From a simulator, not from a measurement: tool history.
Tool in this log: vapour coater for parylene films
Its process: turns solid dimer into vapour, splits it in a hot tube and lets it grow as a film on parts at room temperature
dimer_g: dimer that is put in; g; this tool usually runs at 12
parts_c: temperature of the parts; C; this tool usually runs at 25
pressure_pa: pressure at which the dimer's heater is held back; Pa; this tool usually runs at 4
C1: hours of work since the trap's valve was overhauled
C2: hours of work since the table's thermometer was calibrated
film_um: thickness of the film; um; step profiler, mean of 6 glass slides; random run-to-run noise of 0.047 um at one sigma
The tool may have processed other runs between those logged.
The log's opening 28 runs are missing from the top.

run 29 day=18.742 | dimer_g=8 parts_c=21 pressure_pa=4 | C1=248 C2=374 | film_um=3.53
run 30 day=19.438 | dimer_g=20 parts_c=21 pressure_pa=3.12 | C1=260 C2=386 | film_um=9.07
-- day=20.208 trap's valve overhauled
run 31 day=20.6 | dimer_g=7 parts_c=25 pressure_pa=9.39 | C1=7 C2=404 | film_um=2.78
run 32 day=21.179 | dimer_g=19 parts_c=31 pressure_pa=8.78 | C1=17 C2=414 | film_um=6.35
run 33 day=21.925 | dimer_g=12 parts_c=25 pressure_pa=5.51 | C1=30 C2=427 | film_um=5
run 34 day=22.667 | dimer_g=17 parts_c=32 pressure_pa=2.66 | C1=43 C2=440 | film_um=6.55
run 35 day=23.446 | dimer_g=6 parts_c=25 pressure_pa=4 | C1=57 C2=454 | film_um=2.63
run 36 day=24.05 | dimer_g=5 parts_c=20 pressure_pa=4 | C1=68 C2=464 | film_um=2.48

What if the next run were any one of these 3? Each begins from the tool's condition after run 36:
run A day=24.692 | dimer_g=5 parts_c=28 pressure_pa=4 | C1=79 C2=476 | film_um=?
run B day=24.692 | dimer_g=12 parts_c=20 pressure_pa=2.07 | C1=79 C2=476 | film_um=?
run C day=24.692 | dimer_g=11 parts_c=18 pressure_pa=2.43 | C1=79 C2=476 | film_um=?

run=A film_um=1.97
run=B film_um=6.51
run=C film_um=6.16
Without the tool's unlogged condition, the same runs would have read:
run=A film_um=2.04
run=B film_um=6.76
run=C film_um=6.39
